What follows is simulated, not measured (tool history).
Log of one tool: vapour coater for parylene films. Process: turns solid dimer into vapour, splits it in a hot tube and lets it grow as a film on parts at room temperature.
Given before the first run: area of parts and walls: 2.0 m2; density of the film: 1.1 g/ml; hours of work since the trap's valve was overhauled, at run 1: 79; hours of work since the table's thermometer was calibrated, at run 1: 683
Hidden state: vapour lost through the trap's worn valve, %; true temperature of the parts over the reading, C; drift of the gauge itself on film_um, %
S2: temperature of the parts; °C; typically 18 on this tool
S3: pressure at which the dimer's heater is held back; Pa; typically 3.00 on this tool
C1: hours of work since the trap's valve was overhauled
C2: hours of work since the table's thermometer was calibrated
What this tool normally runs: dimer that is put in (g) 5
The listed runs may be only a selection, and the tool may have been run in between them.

Run 1, day 0.000: usual settings; C1 79; C2 683. Result: thickness of the film (nm) 1210.
Run 2, day 0.617: usual settings; C1 92; C2 696. Result: thickness of the film (nm) 1160.
Run 3, day 1.100: usual settings; C1 102; C2 706. Result: thickness of the film (nm) 1190.
Run 4, day 1.604: usual settings; C1 113; C2 716. Result: thickness of the film (nm) 1200.
Run 5, day 1.983: usual settings; C1 121; C2 724. Result: thickness of the film (nm) 1170.
Run 6, day 2.525: usual settings; C1 132; C2 736. Result: thickness of the film (nm) 1160.
Run 7, day 3.296: usual settings; C1 148; C2 752. Result: thickness of the film (nm) 1190.
Run 8, day 3.846: usual settings; C1 160; C2 763. Result: thickness of the film (nm) 1180.
Run 9, day 4.471: usual settings; C1 173; C2 776. Result: thickness of the film (nm) 1170.
Run 10, day 5.242: usual settings; C1 189; C2 792. Result: thickness of the film (nm) 1160.
Run 11, day 5.996: usual settings; C1 205; C2 808. Result: thickness of the film (nm) 1150.
At day 6.642: table's thermometer calibrated.
Run 12, day 6.879: usual settings but S2 26 °C, S3 7.62 Pa; C1 222; C2 5. Result: thickness of the film (nm) 860.
Run 13, day 7.658: usual settings but dimer that is put in (g) 2, S2 19 °C, S3 2.98 Pa; C1 239; C2 21. Result: thickness of the film (nm) 490.
At day 8.138: table's thermometer calibrated, once more.
Run 14, day 8.192: usual settings but dimer that is put in (g) 2, S3 4.47 Pa; C1 249; C2 1. Result: thickness of the film (nm) 430.
Run 15, day 8.654: usual settings but dimer that is put in (g) 2, S3 4.47 Pa; C1 259; C2 11. Result: thickness of the film (nm) 410.
Run 16, day 9.488: usual settings but dimer that is put in (g) 2, S3 4.47 Pa; C1 276; C2 28. Result: thickness of the film (nm) 450.
Run 17, day 10.125: usual settings but S2 13 °C, S3 5.57 Pa; C1 289; C2 42. Result: thickness of the film (nm) 1100.
Run 18, day 10.642: usual settings but S2 13 °C, S3 5.57 Pa; C1 300; C2 52. Result: thickness of the film (nm) 1100.
Run 19, day 11.129: usual settings but dimer that is put in (g) 4, S2 19 °C, S3 6.06 Pa; C1 310; C2 63. Result: thickness of the film (nm) 790.
Run 20, day 11.646: usual settings but dimer that is put in (g) 3, S2 22 °C, S3 9.04 Pa; C1 321; C2 73. Result: thickness of the film (nm) 480.
Run 21, day 12.442: usual settings but dimer that is put in (g) 2, S2 29 °C, S3 10.14 Pa; C1 338; C2 90. Result: thickness of the film (nm) 320.

Alternative continuations, all from the tool just after run 21; predict every row:
Run A, day 13.171: usual settings but dimer that is put in (g) 6, S2 29 °C, S3 10.14 Pa; C1 353; C2 105. Result: thickness of the film (nm) ?.
Run B, day 13.171: usual settings but dimer that is put in (g) 4, S3 7.61 Pa; C1 353; C2 105. Result: thickness of the film (nm) ?.
Run C, day 13.171: usual settings but dimer that is put in (g) 2, S2 10 °C, S3 4.60 Pa; C1 353; C2 105. Result: thickness of the film (nm) ?.
Run D, day 13.171: usual settings but S2 15 °C; C1 353; C2 105. Result: thickness of the film (nm) ?.

run  thickness of the film (nm)
  A                         880
  B                         740
  C                         450
  D                        1200
What these runs would have given with no unlogged condition in the tool:
run  thickness of the film (nm)
  A                         960
  B                         810
  C                         490
  D                        1300
